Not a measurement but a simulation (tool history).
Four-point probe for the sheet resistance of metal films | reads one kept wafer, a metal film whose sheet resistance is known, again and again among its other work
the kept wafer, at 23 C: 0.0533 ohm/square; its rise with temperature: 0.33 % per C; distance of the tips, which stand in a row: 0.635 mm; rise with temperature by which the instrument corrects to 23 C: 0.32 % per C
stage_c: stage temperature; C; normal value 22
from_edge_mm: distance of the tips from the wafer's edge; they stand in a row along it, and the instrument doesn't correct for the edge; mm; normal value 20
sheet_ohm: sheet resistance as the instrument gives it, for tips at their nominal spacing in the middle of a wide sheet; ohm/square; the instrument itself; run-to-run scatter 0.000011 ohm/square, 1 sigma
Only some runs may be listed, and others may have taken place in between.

run,hour,stage_c,from_edge_mm,sheet_ohm
1,0,22,20,0.053145
2,112.9,34,20,0.053145
3,226.2,22,27,0.053109
4,344.5,22,27,0.05309
5,422.7,22,20,0.05311
6,524.8,19,20,0.053106
7,585.4,19,20,0.053102
8,702,19,20,0.053091
9,754.7,19,20,0.053077
# hour 788.4: stage's thermometer calibrated
10,841.2,22,20,0.053253
11,938.4,20,20,0.053235
12,1002.7,22,33,0.053225
13,1052.1,22,33,0.053195
14,1138.2,22,20,0.053232
15,1210.8,20,20,0.053212
16,1283.7,22,20,0.053223
17,1353,22,20,0.053214
18,1412.3,31,20,0.053233
19,1525.7,18,20,0.053192
20,1606.5,18,20,0.053195
21,1661.5,18,20,0.053206
22,1771.8,18,8,0.053345
23,1830.3,30,4,0.053904
24,1920,30,4,0.053905
25,1970.6,29,30,0.053209
26,2079.5,32,19,0.053214
27,2174.3,29,10,0.053271
28,2238.1,29,10,0.053302
29,2300.4,34,17,0.053223
30,2409,20,18,0.053163
31,2518.9,29,4,0.053861
32,2581.4,34,26,0.053201
33,2638.6,34,26,0.053187
34,2746.9,21,13,0.053195
35,2850.3,21,13,0.053184
36,2913.1,34,43,0.053154
37,2996.7,23,43,0.053137
38,3052.1,23,43,0.053138
39,3111.4,23,43,0.053134
40,3224.1,28,12,0.0532
41,3277.2,28,12,0.053195
42,3344,28,12,0.053199
43,3447.3,28,12,0.053185
44,3563.2,26,12,0.05318

Forecast each of these 5 alternatives for the next run:
A,3614.9,21,40,?
B,3614.9,22,47,?
C,3614.9,23,20,?
D,3614.9,31,12,?
E,3614.9,22,65,?

run,sheet_ohm
A,0.053083
B,0.053085
C,0.05312
D,0.053175
E,0.0531
Stripped of hidden state, with their random variation kept, the same runs would have yielded:
run,sheet_ohm
A,0.053299
B,0.0533
C,0.053336
D,0.053388
E,0.053316
